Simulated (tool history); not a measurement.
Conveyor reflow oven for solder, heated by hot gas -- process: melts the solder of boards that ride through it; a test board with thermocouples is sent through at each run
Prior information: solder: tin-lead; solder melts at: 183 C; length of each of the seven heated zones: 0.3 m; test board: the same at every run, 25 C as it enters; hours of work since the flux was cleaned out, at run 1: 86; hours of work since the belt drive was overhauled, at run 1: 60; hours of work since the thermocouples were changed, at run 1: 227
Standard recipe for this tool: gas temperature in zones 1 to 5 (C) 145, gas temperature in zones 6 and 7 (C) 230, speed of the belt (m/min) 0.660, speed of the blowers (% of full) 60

run,hour,gas temperature in zones 1 to 5 (C),gas temperature in zones 6 and 7 (C),speed of the belt (m/min),speed of the blowers (% of full),hours of work since the flux was cleaned out,hours of work since the belt drive was overhauled,hours of work since the thermocouples were changed,highest temperature of the board (C),time above the solder's melting point (s)
1,0.0,145,230,0.660,60,86,60,227,215.2,41.5
2,4.6,145,230,0.660,70,89,63,230,217.1,42.2
3,14.0,145,230,0.660,70,96,69,236,216.7,42.7
4,21.8,145,230,0.660,70,101,75,241,216.3,42.9
5,30.5,145,232,0.660,70,107,80,247,218.4,44.2
6,37.2,145,232,0.660,70,111,85,252,218.1,44.5
7,45.0,145,230,0.660,60,116,90,257,215.2,41.2
8,54.0,145,230,0.660,60,122,96,263,214.7,41.9
9,61.3,145,230,0.660,60,127,101,268,215.6,41.2
10,69.8,145,230,0.774,60,133,107,273,209.9,31.2
11,76.4,156,230,0.774,67,137,111,278,213.6,38.1
12,81.9,156,230,0.774,67,141,115,281,213.7,37.3
13,90.0,137,232,0.575,68,146,120,287,221.4,50.3
# hour 101.6: flux residue cleaned out of gas plates and filters
14,104.1,137,232,0.575,68,2,126,293,221.7,50.0
15,110.2,137,232,0.575,68,6,130,297,221.0,50.4
16,119.8,153,232,0.694,68,12,137,303,218.7,44.3
17,129.0,153,232,0.694,68,18,143,310,218.8,44.1
18,137.0,136,232,0.694,68,24,148,315,215.8,37.7

4 options for the next run, each taken on its own from the tool as it stands now. Forecast them:
A,143.9,158,232,0.694,68,28,153,319,?,?
B,143.9,154,234,0.772,60,28,153,319,?,?
C,143.9,133,230,0.660,60,28,153,319,?,?
D,143.9,135,232,0.694,53,28,153,319,?,?

run,highest temperature of the board (C),time above the solder's melting point (s)
A,219.7,45.7
B,216.1,38.2
C,213.2,37.6
D,212.3,34.7
Stripped of hidden state, with their random variation kept, the same runs would have yielded:
run,highest temperature of the board (C),time above the solder's melting point (s)
A,219.2,45.4
B,215.7,37.9
C,212.7,37.3
D,211.8,34.4
